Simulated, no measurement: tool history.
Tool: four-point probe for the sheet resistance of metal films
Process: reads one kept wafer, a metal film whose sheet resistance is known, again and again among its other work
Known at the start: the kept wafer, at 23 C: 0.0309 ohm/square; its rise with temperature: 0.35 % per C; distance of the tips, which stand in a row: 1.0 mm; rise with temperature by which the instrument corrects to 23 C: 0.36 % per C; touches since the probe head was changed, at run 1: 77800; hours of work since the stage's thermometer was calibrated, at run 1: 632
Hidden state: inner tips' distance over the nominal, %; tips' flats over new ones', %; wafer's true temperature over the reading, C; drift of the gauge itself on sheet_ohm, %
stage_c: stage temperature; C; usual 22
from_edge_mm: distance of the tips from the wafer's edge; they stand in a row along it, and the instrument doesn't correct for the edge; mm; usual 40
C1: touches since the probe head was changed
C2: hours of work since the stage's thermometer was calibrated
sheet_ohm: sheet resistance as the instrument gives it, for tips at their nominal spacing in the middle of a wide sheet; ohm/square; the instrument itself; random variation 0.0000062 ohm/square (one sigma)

run 1 day=0.000 | stage_c=22 from_edge_mm=40 | C1=77800 C2=632 | sheet_ohm=0.030846
run 2 day=4.154 | stage_c=22 from_edge_mm=34 | C1=80059 C2=682 | sheet_ohm=0.030865
run 3 day=6.904 | stage_c=22 from_edge_mm=40 | C1=81556 C2=715 | sheet_ohm=0.030858
run 4 day=10.417 | stage_c=22 from_edge_mm=40 | C1=83466 C2=757 | sheet_ohm=0.030864
run 5 day=13.117 | stage_c=22 from_edge_mm=40 | C1=84935 C2=790 | sheet_ohm=0.030861
run 6 day=16.504 | stage_c=22 from_edge_mm=40 | C1=86776 C2=831 | sheet_ohm=0.030878
run 7 day=19.104 | stage_c=22 from_edge_mm=40 | C1=88192 C2=862 | sheet_ohm=0.030881
run 8 day=21.800 | stage_c=22 from_edge_mm=40 | C1=89656 C2=894 | sheet_ohm=0.030874
run 9 day=24.946 | stage_c=22 from_edge_mm=40 | C1=91368 C2=932 | sheet_ohm=0.030890
run 10 day=28.654 | stage_c=27 from_edge_mm=70 | C1=93384 C2=977 | sheet_ohm=0.030846
run 11 day=30.383 | stage_c=26 from_edge_mm=37 | C1=94326 C2=997 | sheet_ohm=0.030860
run 12 day=32.567 | stage_c=26 from_edge_mm=37 | C1=95513 C2=1024 | sheet_ohm=0.030860
run 13 day=36.829 | stage_c=26 from_edge_mm=37 | C1=97831 C2=1075 | sheet_ohm=0.030870
run 14 day=40.621 | stage_c=27 from_edge_mm=5 | C1=99894 C2=1120 | sheet_ohm=0.031504
run 15 day=44.154 | stage_c=30 from_edge_mm=59 | C1=101814 C2=1163 | sheet_ohm=0.030846
run 16 day=46.962 | stage_c=22 from_edge_mm=24 | C1=103342 C2=1197 | sheet_ohm=0.030930
run 17 day=50.054 | stage_c=35 from_edge_mm=35 | C1=105024 C2=1234 | sheet_ohm=0.030831
run 18 day=52.708 | stage_c=35 from_edge_mm=18 | C1=106466 C2=1266 | sheet_ohm=0.030876

Some steps in sheet_ohm between neighbouring runs. How much of each would the tool show without its hidden state too (settings, what came in, random variation), and how much is left for the hidden state, with any gauge scatter that isn't in both results?
Run 1 -> 2: from_edge_mm 40 -> 34. sheet_ohm +0.000019 ohm/square: hidden state +0.000004, all else +0.000015.
Run 14 -> 15: stage_c 27 -> 30, from_edge_mm 5 -> 59. sheet_ohm -0.000658 ohm/square: hidden state +0.000003, all else -0.000661.
